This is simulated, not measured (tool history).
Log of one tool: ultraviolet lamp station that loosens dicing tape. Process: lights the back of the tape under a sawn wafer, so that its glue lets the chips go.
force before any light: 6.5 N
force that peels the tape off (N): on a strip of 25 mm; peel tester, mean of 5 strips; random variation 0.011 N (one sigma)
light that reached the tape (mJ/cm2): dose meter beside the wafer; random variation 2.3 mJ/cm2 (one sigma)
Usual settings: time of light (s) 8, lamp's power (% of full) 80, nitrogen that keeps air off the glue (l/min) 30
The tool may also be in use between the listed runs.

run,hour,time of light (s),lamp's power (% of full),nitrogen that keeps air off the glue (l/min),force that peels the tape off (N),light that reached the tape (mJ/cm2)
1,0,8,80,30,0.603,213
2,20.4,8,80,30,0.598,210
3,43,8,80,30,0.589,209
4,69.3,8,80,30,0.593,209
5,93.5,7,80,30,0.726,180
6,106.7,7,80,30,0.753,182
7,121.3,7,80,12,1.006,180
8,144,8,80,30,0.62,207
9,156.2,8,80,30,0.614,205
10,172.1,8,80,30,0.606,204
11,186.6,8,80,30,0.633,206
12,208.5,8,80,30,0.618,202
13,229.6,9,80,30,0.508,227
14,247.3,9,80,30,0.529,226
15,266.1,9,80,30,0.538,219
16,291.4,9,80,30,0.498,218
17,306,9,80,30,0.517,220
18,322.9,5,62,22,2.075,97
19,344.8,5,62,22,2.115,96
20,357.3,5,62,22,2.07,93
21,376,5,62,22,2.073,92
22,390.5,10,67,34,0.605,199
23,414.5,10,65,34,0.661,189
24,429.7,10,97,17,0.426,289
# hour 444.7: window cleaned of glue's vapour
25,453.6,11,80,37,0.345,286
26,466.6,15,76,32,0.284,372
27,479.9,15,76,32,0.27,368
28,497.7,7,62,14,1.418,142
29,510.3,7,62,49,0.984,140
30,536.3,7,62,49,1.006,142

The same runs without the tool's hidden state, with the same run-to-run variation:
The hidden state here: lamp's light, % of a new lamp's; light that the window lets through, % of a clean one's; drift of the gauge itself on peel_n, %; drift of the gauge itself on dose_mj_cm2, %.
run,force that peels the tape off (N),light that reached the tape (mJ/cm2)
1,0.503,238
2,0.494,236
3,0.48,236
4,0.478,238
5,0.575,206
6,0.593,209
7,0.797,208
8,0.483,240
9,0.477,238
10,0.465,239
11,0.484,241
12,0.467,238
13,0.388,269
14,0.4,270
15,0.404,263
16,0.367,263
17,0.379,267
18,1.639,117
19,1.66,118
20,1.619,114
21,1.613,114
22,0.423,248
23,0.458,237
24,0.317,363
25,0.303,323
26,0.267,422
27,0.252,420
28,1.167,162
29,0.783,161
30,0.791,164
